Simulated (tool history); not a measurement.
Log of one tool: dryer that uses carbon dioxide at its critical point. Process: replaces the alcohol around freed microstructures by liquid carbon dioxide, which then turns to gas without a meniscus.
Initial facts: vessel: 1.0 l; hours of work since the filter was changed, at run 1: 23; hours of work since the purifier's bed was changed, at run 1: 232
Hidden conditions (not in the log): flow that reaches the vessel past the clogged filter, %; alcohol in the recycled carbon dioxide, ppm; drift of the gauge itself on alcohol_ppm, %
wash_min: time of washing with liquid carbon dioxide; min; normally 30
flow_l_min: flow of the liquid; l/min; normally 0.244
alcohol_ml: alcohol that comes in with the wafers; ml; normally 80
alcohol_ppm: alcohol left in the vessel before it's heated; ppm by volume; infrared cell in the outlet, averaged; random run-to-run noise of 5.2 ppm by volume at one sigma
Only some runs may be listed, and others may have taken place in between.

| run | hour | wash_min | flow_l_min | alcohol_ml | hours of work since the filter was changed | hours of work since the purifier's bed was changed | alcohol_ppm |
|---|---|---|---|---|---|---|---|
| 1 | 0 | 30 | 0.244 | 80 | 23 | 232 | 155 |
| 2 | 9 | 30 | 0.244 | 80 | 30 | 239 | 142 |
| 3 | 14.4 | 30 | 0.244 | 80 | 34 | 243 | 165 |
| 4 | 19.2 | 34 | 0.244 | 80 | 38 | 247 | 83 |
| 5 | 27.4 | 30 | 0.244 | 80 | 44 | 253 | 161 |
| 6 | 34.9 | 30 | 0.244 | 80 | 50 | 259 | 145 |
| 7 | 39.8 | 25 | 0.244 | 80 | 54 | 263 | 393 |
| 8 | 44.1 | 25 | 0.244 | 80 | 57 | 266 | 400 |
| 9 | 51.2 | 25 | 0.244 | 80 | 63 | 272 | 392 |
| 10 | 56.5 | 30 | 0.244 | 80 | 67 | 276 | 163 |
| 11 | 63.8 | 30 | 0.244 | 80 | 73 | 282 | 180 |
| 12 | 70.4 | 30 | 0.244 | 80 | 78 | 287 | 174 |
| 13 | 77.6 | 30 | 0.244 | 80 | 83 | 293 | 178 |
| 14 | 83.9 | 30 | 0.244 | 80 | 88 | 298 | 182 |
| 15 | 89.2 | 30 | 0.244 | 80 | 93 | 302 | 186 |
| 16 | 95 | 30 | 0.244 | 33 | 97 | 306 | 106 |
| 17 | 100.6 | 30 | 0.244 | 52 | 102 | 311 | 142 |
| 18 | 106.7 | 30 | 0.244 | 57 | 106 | 315 | 154 |
| 19 | 113.3 | 30 | 0.146 | 80 | 111 | 321 | 1698 |
| 20 | 117.1 | 30 | 0.146 | 80 | 114 | 324 | 1724 |
| 21 | 122.4 | 30 | 0.146 | 80 | 119 | 328 | 1757 |
| 22 | 127.9 | 30 | 0.146 | 80 | 123 | 332 | 1750 |
| 23 | 133.8 | 30 | 0.146 | 80 | 128 | 337 | 1729 |
| 24 | 138 | 30 | 0.205 | 80 | 131 | 340 | 452 |
| 25 | 146.8 | 47 | 0.336 | 78 | 138 | 347 | 63 |
| 26 | 151 | 30 | 0.303 | 74 | 141 | 350 | 93 |
| 27 | 160.1 | 23 | 0.285 | 53 | 148 | 357 | 257 |
| 28 | 166.6 | 23 | 0.285 | 53 | 153 | 362 | 262 |
| 29 | 172.5 | 43 | 0.244 | 80 | 158 | 367 | 79 |
| 30 | 177.4 | 20 | 0.244 | 80 | 162 | 371 | 1269 |
| 31 | 184.8 | 20 | 0.244 | 80 | 168 | 377 | 1318 |
| 32 | 192.6 | 28 | 0.244 | 23 | 174 | 383 | 142 |
| 33 | 197.4 | 47 | 0.311 | 56 | 177 | 387 | 69 |
| 34 | 206.6 | 47 | 0.311 | 56 | 185 | 394 | 71 |

What does the tool deliver on the next run?
| 35 | 211.5 | 19 | 0.311 | 56 | 189 | 398 | ? |

{"run 35": {"alcohol_ppm": 463}}
Without the tool's hidden state the same run would have given alcohol_ppm 261 ppm by volume.

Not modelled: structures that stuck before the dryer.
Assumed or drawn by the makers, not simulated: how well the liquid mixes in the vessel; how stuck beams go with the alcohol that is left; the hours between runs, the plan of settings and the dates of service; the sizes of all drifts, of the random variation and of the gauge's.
